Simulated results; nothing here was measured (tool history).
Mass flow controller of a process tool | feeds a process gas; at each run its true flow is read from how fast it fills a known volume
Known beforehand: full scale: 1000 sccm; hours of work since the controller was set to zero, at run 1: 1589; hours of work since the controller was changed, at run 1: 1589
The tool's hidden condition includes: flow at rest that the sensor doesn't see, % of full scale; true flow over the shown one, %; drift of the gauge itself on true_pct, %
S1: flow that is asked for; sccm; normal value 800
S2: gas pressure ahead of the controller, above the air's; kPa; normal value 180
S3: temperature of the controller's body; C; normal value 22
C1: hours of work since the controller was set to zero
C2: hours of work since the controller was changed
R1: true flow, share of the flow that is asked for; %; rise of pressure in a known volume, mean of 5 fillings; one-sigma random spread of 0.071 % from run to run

run 1 hour=0 | S1=800 S2=180 S3=22 | C1=1589 C2=1589 | R1=100.08
run 2 hour=116.6 | S1=800 S2=180 S3=29 | C1=1656 C2=1656 | R1=99.62
run 3 hour=197.1 | S1=800 S2=180 S3=29 | C1=1702 C2=1702 | R1=99.53
run 4 hour=297.8 | S1=800 S2=180 S3=29 | C1=1759 C2=1759 | R1=99.64
run 5 hour=355.7 | S1=800 S2=274 S3=22 | C1=1792 C2=1792 | R1=99.93
run 6 hour=469.5 | S1=800 S2=274 S3=22 | C1=1856 C2=1856 | R1=99.94
run 7 hour=586.7 | S1=323 S2=274 S3=22 | C1=1923 C2=1923 | R1=99.22
run 8 hour=672.8 | S1=323 S2=274 S3=22 | C1=1972 C2=1972 | R1=99.47
run 9 hour=753.9 | S1=323 S2=274 S3=22 | C1=2018 C2=2018 | R1=99.51
run 10 hour=826.1 | S1=800 S2=180 S3=22 | C1=2059 C2=2059 | R1=100.36
run 11 hour=905 | S1=800 S2=180 S3=22 | C1=2104 C2=2104 | R1=100.54
run 12 hour=966.6 | S1=800 S2=180 S3=22 | C1=2139 C2=2139 | R1=100.69
run 13 hour=1058.5 | S1=914 S2=180 S3=28 | C1=2191 C2=2191 | R1=100.44
run 14 hour=1132.1 | S1=670 S2=180 S3=24 | C1=2233 C2=2233 | R1=100.35
run 15 hour=1198.9 | S1=670 S2=200 S3=29 | C1=2271 C2=2271 | R1=99.95
run 16 hour=1292 | S1=670 S2=200 S3=29 | C1=2324 C2=2324 | R1=100.08
run 17 hour=1339.7 | S1=746 S2=194 S3=35 | C1=2351 C2=2351 | R1=99.84
run 18 hour=1427.3 | S1=297 S2=180 S3=29 | C1=2401 C2=2401 | R1=99.63
run 19 hour=1477.2 | S1=296 S2=143 S3=40 | C1=2430 C2=2430 | R1=99.04
-- hour=1498.8 gauge calibrated
run 20 hour=1588.2 | S1=427 S2=195 S3=24 | C1=2493 C2=2493 | R1=99.48
run 21 hour=1679.8 | S1=234 S2=241 S3=24 | C1=2545 C2=2545 | R1=99.05
run 22 hour=1775.7 | S1=234 S2=241 S3=24 | C1=2599 C2=2599 | R1=99.09
run 23 hour=1869.6 | S1=800 S2=216 S3=22 | C1=2653 C2=2653 | R1=99.99
run 24 hour=1924.2 | S1=800 S2=273 S3=22 | C1=2684 C2=2684 | R1=99.8

Pick out some run-to-run changes in R1. Of each, how much would a tool without hidden state show as well, from the settings, what came in and chance, and how much is left for the hidden state and any gauge scatter not in both results compared?
Run 1 -> 2: S3 22 -> 29. R1 -0.46 %: hidden state +0.06, all else -0.52.
Run 9 -> 10: S1 323 -> 800, S2 274 -> 180. R1 +0.85 %: hidden state +0.05, all else +0.8.
Run 19 -> 20: S1 296 -> 427, S2 143 -> 195, S3 40 -> 24, gauge calibrated. R1 +0.44 %: hidden state -0.8, all else +1.24.
Run 22 -> 23: S1 234 -> 800, S2 241 -> 216, S3 24 -> 22. R1 +0.9 %: hidden state +0.06, all else +0.84.
